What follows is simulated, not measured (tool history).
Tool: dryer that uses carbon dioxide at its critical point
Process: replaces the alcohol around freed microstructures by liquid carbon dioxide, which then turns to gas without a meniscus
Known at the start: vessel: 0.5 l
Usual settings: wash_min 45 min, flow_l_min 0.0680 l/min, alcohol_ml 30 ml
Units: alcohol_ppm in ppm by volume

Run 1, hour 0.0: usual settings. Result: alcohol_ppm 338 ppm by volume.
Run 2, hour 14.5: usual settings. Result: alcohol_ppm 359 ppm by volume.
Run 3, hour 32.6: usual settings. Result: alcohol_ppm 382 ppm by volume.
Run 4, hour 63.5: usual settings. Result: alcohol_ppm 435 ppm by volume.
Run 5, hour 92.1: usual settings. Result: alcohol_ppm 461 ppm by volume.
At hour 95.4: inlet filter changed.
Run 6, hour 107.7: usual settings. Result: alcohol_ppm 232 ppm by volume.
Run 7, hour 129.1: usual settings. Result: alcohol_ppm 246 ppm by volume.
Run 8, hour 154.2: usual settings but wash_min 38 min. Result: alcohol_ppm 614 ppm by volume.
Run 9, hour 178.8: usual settings. Result: alcohol_ppm 306 ppm by volume.
Run 10, hour 195.4: usual settings but alcohol_ml 22 ml. Result: alcohol_ppm 252 ppm by volume.
Run 11, hour 220.9: usual settings but wash_min 29 min. Result: alcohol_ppm 2056 ppm by volume.
Run 12, hour 247.2: usual settings but wash_min 29 min, flow_l_min 0.0627 l/min. Result: alcohol_ppm 2979 ppm by volume.
Run 13, hour 270.0: usual settings but wash_min 63 min, flow_l_min 0.0627 l/min. Result: alcohol_ppm 133 ppm by volume.
Run 14, hour 283.2: usual settings but wash_min 28 min, flow_l_min 0.0627 l/min. Result: alcohol_ppm 3555 ppm by volume.
Run 15, hour 303.6: usual settings but wash_min 49 min, flow_l_min 0.0627 l/min. Result: alcohol_ppm 480 ppm by volume.
At hour 306.5: inlet filter changed.
Run 16, hour 329.6: usual settings but wash_min 49 min, flow_l_min 0.0627 l/min, alcohol_ml 20 ml. Result: alcohol_ppm 190 ppm by volume.
Run 17, hour 343.7: usual settings but wash_min 49 min, flow_l_min 0.0627 l/min, alcohol_ml 20 ml. Result: alcohol_ppm 195 ppm by volume.
Run 18, hour 364.5: usual settings but wash_min 67 min, flow_l_min 0.1020 l/min. Result: alcohol_ppm 44 ppm by volume.
Run 19, hour 385.1: usual settings but flow_l_min 0.0640 l/min, alcohol_ml 27 ml. Result: alcohol_ppm 389 ppm by volume.
Run 20, hour 413.2: usual settings but flow_l_min 0.0640 l/min, alcohol_ml 27 ml. Result: alcohol_ppm 409 ppm by volume.
Run 21, hour 438.6: usual settings but wash_min 69 min, flow_l_min 0.0589 l/min, alcohol_ml 67 ml. Result: alcohol_ppm 190 ppm by volume.
Run 22, hour 458.6: usual settings but wash_min 69 min, flow_l_min 0.0589 l/min, alcohol_ml 67 ml. Result: alcohol_ppm 211 ppm by volume.
Run 23, hour 471.5: usual settings but wash_min 50 min, alcohol_ml 74 ml. Result: alcohol_ppm 551 ppm by volume.
Run 24, hour 496.0: usual settings but wash_min 50 min, alcohol_ml 74 ml. Result: alcohol_ppm 628 ppm by volume.
At hour 518.4: inlet filter changed.
Run 25, hour 518.4: usual settings but wash_min 55 min, flow_l_min 0.1040 l/min, alcohol_ml 78 ml. Result: alcohol_ppm 62 ppm by volume.
Run 26, hour 533.9: usual settings but wash_min 58 min, flow_l_min 0.0519 l/min. Result: alcohol_ppm 318 ppm by volume.
Run 27, hour 563.3: usual settings but wash_min 58 min, flow_l_min 0.0514 l/min, alcohol_ml 21 ml. Result: alcohol_ppm 277 ppm by volume.
Run 28, hour 595.1: usual settings but wash_min 43 min, flow_l_min 0.0991 l/min, alcohol_ml 89 ml. Result: alcohol_ppm 131 ppm by volume.

3 ways to go on from here, each from the tool as it stands after run 28. What would each give?
Run A, hour 610.3: usual settings but wash_min 60 min, flow_l_min 0.0991 l/min, alcohol_ml 89 ml. Result: alcohol_ppm ?.
Run B, hour 610.3: usual settings but alcohol_ml 86 ml. Result: alcohol_ppm ?.
Run C, hour 610.3: usual settings but alcohol_ml 82 ml. Result: alcohol_ppm ?.

run  alcohol_ppm
  A           76
  B          855
  C          776
Without the tool's hidden state the same runs would have given:
run  alcohol_ppm
  A           14
  B          566
  C          507

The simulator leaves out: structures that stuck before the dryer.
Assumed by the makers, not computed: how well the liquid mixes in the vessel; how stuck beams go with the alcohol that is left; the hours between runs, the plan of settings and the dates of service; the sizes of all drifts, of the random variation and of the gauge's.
